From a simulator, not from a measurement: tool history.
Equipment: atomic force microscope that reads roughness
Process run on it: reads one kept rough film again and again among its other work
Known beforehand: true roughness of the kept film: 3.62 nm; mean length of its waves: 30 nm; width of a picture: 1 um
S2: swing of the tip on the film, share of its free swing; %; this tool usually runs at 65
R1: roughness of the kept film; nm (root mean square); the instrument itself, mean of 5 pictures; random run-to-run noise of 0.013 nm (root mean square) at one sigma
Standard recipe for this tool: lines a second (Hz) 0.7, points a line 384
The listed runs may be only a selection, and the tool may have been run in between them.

{"run": 1, "hour": 0.0, "lines a second (Hz)": 0.7, "S2": 65, "points a line": 384, "R1": 2.396}
{"run": 2, "hour": 9.6, "lines a second (Hz)": 0.7, "S2": 65, "points a line": 384, "R1": 2.313}
{"run": 3, "hour": 27.6, "lines a second (Hz)": 0.7, "S2": 65, "points a line": 384, "R1": 2.222}
{"run": 4, "hour": 40.9, "lines a second (Hz)": 0.7, "S2": 65, "points a line": 384, "R1": 2.134}
{"run": 5, "hour": 57.4, "lines a second (Hz)": 0.7, "S2": 65, "points a line": 384, "R1": 2.039}
{"run": 6, "hour": 67.7, "lines a second (Hz)": 0.7, "S2": 65, "points a line": 384, "R1": 2.017}
{"hour": 78.2, "done": "new tip fitted"}
{"run": 7, "hour": 86.8, "lines a second (Hz)": 0.7, "S2": 65, "points a line": 810, "R1": 2.938}
{"run": 8, "hour": 100.0, "lines a second (Hz)": 0.7, "S2": 65, "points a line": 810, "R1": 2.803}
{"run": 9, "hour": 112.5, "lines a second (Hz)": 1.03, "S2": 65, "points a line": 384, "R1": 2.671}
{"run": 10, "hour": 130.3, "lines a second (Hz)": 1.03, "S2": 65, "points a line": 384, "R1": 2.507}
{"run": 11, "hour": 141.0, "lines a second (Hz)": 1.03, "S2": 65, "points a line": 384, "R1": 2.447}
{"run": 12, "hour": 154.6, "lines a second (Hz)": 1.14, "S2": 65, "points a line": 384, "R1": 2.341}
{"run": 13, "hour": 171.4, "lines a second (Hz)": 1.14, "S2": 65, "points a line": 384, "R1": 2.25}
{"run": 14, "hour": 190.4, "lines a second (Hz)": 1.14, "S2": 65, "points a line": 384, "R1": 2.137}
{"run": 15, "hour": 210.1, "lines a second (Hz)": 2.597, "S2": 82, "points a line": 361, "R1": 1.833}
{"run": 16, "hour": 222.0, "lines a second (Hz)": 2.597, "S2": 55, "points a line": 361, "R1": 1.976}
{"hour": 232.2, "done": "new tip fitted"}
{"run": 17, "hour": 233.2, "lines a second (Hz)": 2.597, "S2": 55, "points a line": 361, "R1": 2.955}
{"run": 18, "hour": 251.7, "lines a second (Hz)": 0.702, "S2": 75, "points a line": 344, "R1": 2.785}
{"run": 19, "hour": 265.6, "lines a second (Hz)": 0.702, "S2": 75, "points a line": 340, "R1": 2.648}
{"run": 20, "hour": 280.7, "lines a second (Hz)": 0.765, "S2": 80, "points a line": 743, "R1": 2.53}
{"run": 21, "hour": 296.8, "lines a second (Hz)": 0.502, "S2": 61, "points a line": 979, "R1": 2.515}
{"run": 22, "hour": 312.9, "lines a second (Hz)": 0.502, "S2": 61, "points a line": 979, "R1": 2.392}
{"run": 23, "hour": 327.2, "lines a second (Hz)": 0.854, "S2": 75, "points a line": 306, "R1": 2.246}
{"run": 24, "hour": 340.8, "lines a second (Hz)": 0.7, "S2": 56, "points a line": 384, "R1": 2.205}
{"run": 25, "hour": 350.8, "lines a second (Hz)": 0.7, "S2": 88, "points a line": 783, "R1": 2.066}
{"run": 26, "hour": 361.7, "lines a second (Hz)": 1.438, "S2": 57, "points a line": 409, "R1": 2.08}
{"run": 27, "hour": 373.3, "lines a second (Hz)": 1.438, "S2": 57, "points a line": 409, "R1": 2.004}
{"hour": 385.9, "done": "new tip fitted"}
{"run": 28, "hour": 389.7, "lines a second (Hz)": 0.7, "S2": 57, "points a line": 558, "R1": 3.033}

4 ways to go on from here, each from the tool as it stands after run 28. What would each give?
{"run": "A", "hour": 409.3, "lines a second (Hz)": 0.7, "S2": 90, "points a line": 550, "R1": "?"}
{"run": "B", "hour": 409.3, "lines a second (Hz)": 0.7, "S2": 65, "points a line": 788, "R1": "?"}
{"run": "C", "hour": 409.3, "lines a second (Hz)": 0.7, "S2": 65, "points a line": 268, "R1": "?"}
{"run": "D", "hour": 409.3, "lines a second (Hz)": 0.7, "S2": 63, "points a line": 558, "R1": "?"}

run=A R1=2.723
run=B R1=2.829
run=C R1=2.798
run=D R1=2.82
With the hidden condition removed and each run's random variation left untouched, the same runs would have given:
run=A R1=2.957
run=B R1=3.074
run=C R1=3.04
run=D R1=3.064
